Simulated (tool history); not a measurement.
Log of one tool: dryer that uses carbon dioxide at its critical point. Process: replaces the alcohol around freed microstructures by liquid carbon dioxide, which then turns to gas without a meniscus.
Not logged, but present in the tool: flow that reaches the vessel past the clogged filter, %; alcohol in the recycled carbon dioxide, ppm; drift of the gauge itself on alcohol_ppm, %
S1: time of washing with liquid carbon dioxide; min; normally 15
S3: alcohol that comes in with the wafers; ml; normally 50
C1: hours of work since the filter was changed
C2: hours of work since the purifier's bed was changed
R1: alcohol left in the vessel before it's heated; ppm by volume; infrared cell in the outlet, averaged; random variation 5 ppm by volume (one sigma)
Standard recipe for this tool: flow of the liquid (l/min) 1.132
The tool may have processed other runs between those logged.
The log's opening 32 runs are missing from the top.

run 33 hour=962.5 | S1=10 flow_of_the_liquid_(l/min)=1.21 S3=47 | C1=61 C2=1065 | R1=316
run 34 hour=983.2 | S1=17 flow_of_the_liquid_(l/min)=0.84 S3=24 | C1=75 C2=1080 | R1=235
run 35 hour=1015.1 | S1=12 flow_of_the_liquid_(l/min)=0.83 S3=30 | C1=98 C2=1102 | R1=425
run 36 hour=1054.3 | S1=13 flow_of_the_liquid_(l/min)=0.84 S3=23 | C1=127 C2=1131 | R1=327
run 37 hour=1071.3 | S1=12 flow_of_the_liquid_(l/min)=1.132 S3=50 | C1=139 C2=1143 | R1=294
run 38 hour=1109.7 | S1=11 flow_of_the_liquid_(l/min)=0.7 S3=36 | C1=166 C2=1170 | R1=913
-- hour=1139.2 inlet filter changed
run 39 hour=1144.5 | S1=13 flow_of_the_liquid_(l/min)=1.43 S3=22 | C1=4 C2=1195 | R1=234
run 40 hour=1171.7 | S1=13 flow_of_the_liquid_(l/min)=1.43 S3=22 | C1=23 C2=1214 | R1=240
run 41 hour=1196.3 | S1=13 flow_of_the_liquid_(l/min)=1.43 S3=22 | C1=41 C2=1232 | R1=250
run 42 hour=1236.5 | S1=13 flow_of_the_liquid_(l/min)=1.43 S3=26 | C1=70 C2=1261 | R1=260
run 43 hour=1265.5 | S1=11 flow_of_the_liquid_(l/min)=1.132 S3=27 | C1=91 C2=1282 | R1=305
run 44 hour=1288.2 | S1=15 flow_of_the_liquid_(l/min)=0.76 S3=50 | C1=107 C2=1298 | R1=442
run 45 hour=1326.8 | S1=15 flow_of_the_liquid_(l/min)=1.33 S3=31 | C1=135 C2=1326 | R1=266
run 46 hour=1358.6 | S1=17 flow_of_the_liquid_(l/min)=1.33 S3=102 | C1=158 C2=1348 | R1=261

Alternative continuations, all from the tool just after run 46; predict every row:
-- hour=1376 purifier's bed changed
run A hour=1386.1 | S1=20 flow_of_the_liquid_(l/min)=0.77 S3=102 | C1=175 C2=7 | R1=?
-- hour=1376 purifier's bed changed
run B hour=1386.1 | S1=16 flow_of_the_liquid_(l/min)=1.04 S3=67 | C1=175 C2=7 | R1=?
-- hour=1376 purifier's bed changed
run C hour=1386.1 | S1=14 flow_of_the_liquid_(l/min)=0.9 S3=27 | C1=175 C2=7 | R1=?

run=A R1=80
run=B R1=31
run=C R1=72
Without the tool's unlogged condition, the same runs would have read:
run=A R1=54
run=B R1=20
run=C R1=52

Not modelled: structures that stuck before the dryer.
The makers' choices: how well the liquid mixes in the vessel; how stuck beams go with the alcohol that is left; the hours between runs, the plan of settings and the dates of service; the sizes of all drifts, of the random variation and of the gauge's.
